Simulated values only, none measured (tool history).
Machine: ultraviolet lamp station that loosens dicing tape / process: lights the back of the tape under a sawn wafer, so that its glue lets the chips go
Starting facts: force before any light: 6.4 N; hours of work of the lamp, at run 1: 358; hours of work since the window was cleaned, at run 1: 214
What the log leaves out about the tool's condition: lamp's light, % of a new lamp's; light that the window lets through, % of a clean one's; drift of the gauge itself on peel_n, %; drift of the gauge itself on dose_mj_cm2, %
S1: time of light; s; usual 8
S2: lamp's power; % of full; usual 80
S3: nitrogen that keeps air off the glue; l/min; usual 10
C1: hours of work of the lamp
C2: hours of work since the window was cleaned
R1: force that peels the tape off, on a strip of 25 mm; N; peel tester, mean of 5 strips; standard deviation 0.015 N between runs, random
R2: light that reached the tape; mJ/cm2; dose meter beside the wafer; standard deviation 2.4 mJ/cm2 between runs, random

Run 1, hour 0: usual settings; C1 358; C2 214. Result: R1 0.704 N, R2 249 mJ/cm2.
Run 2, hour 10.1: usual settings; C1 363; C2 219. Result: R1 0.713 N, R2 254 mJ/cm2.
Run 3, hour 27.1: usual settings; C1 373; C2 229. Result: R1 0.735 N, R2 249 mJ/cm2.
Run 4, hour 42.5: usual settings; C1 381; C2 237. Result: R1 0.719 N, R2 250 mJ/cm2.
Run 5, hour 52.6: usual settings; C1 387; C2 243. Result: R1 0.73 N, R2 251 mJ/cm2.
Run 6, hour 61.1: usual settings; C1 392; C2 248. Result: R1 0.745 N, R2 254 mJ/cm2.
Run 7, hour 75.3: usual settings; C1 399; C2 255. Result: R1 0.718 N, R2 248 mJ/cm2.
Run 8, hour 84.9: usual settings; C1 405; C2 261. Result: R1 0.72 N, R2 253 mJ/cm2.
Run 9, hour 102.3: usual settings; C1 414; C2 270. Result: R1 0.733 N, R2 251 mJ/cm2.
At hour 119.9: window cleaned of glue's vapour.
Run 10, hour 120.3: usual settings; C1 424; C2 0. Result: R1 0.706 N, R2 255 mJ/cm2.
Run 11, hour 138.5: usual settings; C1 434; C2 10. Result: R1 0.716 N, R2 251 mJ/cm2.
Run 12, hour 150.2: usual settings; C1 440; C2 17. Result: R1 0.71 N, R2 253 mJ/cm2.
Run 13, hour 169.1: usual settings but S2 84 % of full; C1 451; C2 27. Result: R1 0.636 N, R2 265 mJ/cm2.
Run 14, hour 177.9: usual settings but S2 84 % of full; C1 456; C2 32. Result: R1 0.632 N, R2 260 mJ/cm2.
Run 15, hour 190.1: usual settings but S3 13 l/min; C1 462; C2 39. Result: R1 0.611 N, R2 252 mJ/cm2.
Run 16, hour 206: usual settings; C1 471; C2 48. Result: R1 0.742 N, R2 252 mJ/cm2.
Run 17, hour 217.1: usual settings but S1 9 s; C1 477; C2 54. Result: R1 0.562 N, R2 281 mJ/cm2.
Run 18, hour 233.2: usual settings but S1 9 s; C1 486; C2 63. Result: R1 0.562 N, R2 280 mJ/cm2.
Run 19, hour 247.6: usual settings but S1 9 s; C1 494; C2 71. Result: R1 0.565 N, R2 284 mJ/cm2.
Run 20, hour 262.8: usual settings but S1 9 s; C1 503; C2 79. Result: R1 0.544 N, R2 287 mJ/cm2.
Run 21, hour 282.1: usual settings but S2 68 % of full; C1 513; C2 90. Result: R1 0.985 N, R2 215 mJ/cm2.
Run 22, hour 301.6: usual settings but S2 68 % of full; C1 524; C2 100. Result: R1 0.956 N, R2 214 mJ/cm2.
Run 23, hour 314.1: usual settings but S1 7 s, S2 70 % of full; C1 531; C2 107. Result: R1 1.122 N, R2 190 mJ/cm2.
Run 24, hour 333.5: usual settings but S1 7 s, S2 70 % of full; C1 542; C2 118. Result: R1 1.17 N, R2 193 mJ/cm2.
Run 25, hour 350.1: usual settings but S1 6 s, S2 75 % of full, S3 9 l/min; C1 551; C2 127. Result: R1 1.418 N, R2 181 mJ/cm2.
Run 26, hour 367.7: usual settings but S1 9 s, S2 62 % of full, S3 5 l/min; C1 561; C2 137. Result: R1 1.423 N, R2 219 mJ/cm2.
Run 27, hour 378.6: usual settings but S2 76 % of full; C1 567; C2 143. Result: R1 0.778 N, R2 241 mJ/cm2.
Run 28, hour 387: usual settings but S2 76 % of full; C1 571; C2 148. Result: R1 0.846 N, R2 238 mJ/cm2.
Run 29, hour 397.3: usual settings but S2 76 % of full; C1 577; C2 153. Result: R1 0.822 N, R2 236 mJ/cm2.
Run 30, hour 407.4: usual settings but S2 76 % of full, S3 5 l/min; C1 583; C2 159. Result: R1 1.29 N, R2 237 mJ/cm2.
Run 31, hour 420.9: usual settings but S2 63 % of full, S3 16 l/min; C1 590; C2 166. Result: R1 0.865 N, R2 197 mJ/cm2.
Run 32, hour 438.9: usual settings but S1 9 s, S3 13 l/min; C1 600; C2 176. Result: R1 0.467 N, R2 282 mJ/cm2.

What does the tool deliver on the next run?
Run 33, hour 450.1: usual settings but S1 9 s, S2 91 % of full, S3 11 l/min; C1 606; C2 182. Result: R1 ?, R2 ?.

{"run 33": {"R1": 0.392, "R2": 315}}
Were there no unlogged condition in the tool, this run, its random variation unchanged, would have produced R1 0.39 N, R2 316 mJ/cm2.
